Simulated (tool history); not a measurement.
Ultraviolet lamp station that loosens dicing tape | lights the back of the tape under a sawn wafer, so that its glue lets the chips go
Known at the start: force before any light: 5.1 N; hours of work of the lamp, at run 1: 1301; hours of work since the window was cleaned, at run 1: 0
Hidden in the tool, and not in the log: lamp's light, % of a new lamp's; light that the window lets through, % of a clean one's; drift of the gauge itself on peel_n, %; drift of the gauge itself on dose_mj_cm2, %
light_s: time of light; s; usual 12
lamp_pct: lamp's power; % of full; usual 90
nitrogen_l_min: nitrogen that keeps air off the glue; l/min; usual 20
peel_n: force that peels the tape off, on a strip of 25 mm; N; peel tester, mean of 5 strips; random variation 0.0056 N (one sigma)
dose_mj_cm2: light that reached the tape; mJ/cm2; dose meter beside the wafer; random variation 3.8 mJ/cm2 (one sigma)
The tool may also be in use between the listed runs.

run   hour  light_s  lamp_pct  nitrogen_l_min  hours of work of the lamp  hours of work since the window was cleaned  peel_n  dose_mj_cm2
  1      0       12        90              20                       1301                                           0   0.127          644
  2   64.3       12        90              20                       1350                                          49    0.13          642
  3  130.5       12        90              20                       1401                                         100   0.137          647
  4  203.7       12        90              24                       1457                                         156   0.124          645
  5    277       12        90              24                       1513                                         211   0.132          644
     344.3  -- lamp changed
  6  374.9       12        90              24                         23                                         285   0.138          643
  7    422       12        97              20                         59                                         321   0.128          687
  8  489.7        9        90              20                        111                                         373   0.199          479
  9  576.6       12        90              20                        177                                         439    0.13          652
 10  667.4       12        90              20                        247                                         509   0.137          642
     688.8  -- window cleaned of glue's vapour
 11  754.2        7        69              20                        313                                          50   0.553          290
 12  850.9        7        99              20                        386                                         124   0.271          414

Run 13 comes next. What will it give?
 13  945.3       20        67              10                        458                                         196       ?            ?

peel_n: 0.128 N
dose_mj_cm2: 797 mJ/cm2
Without the tool's hidden state the same run would have given peel_n 0.128 N, dose_mj_cm2 799 mJ/cm2.
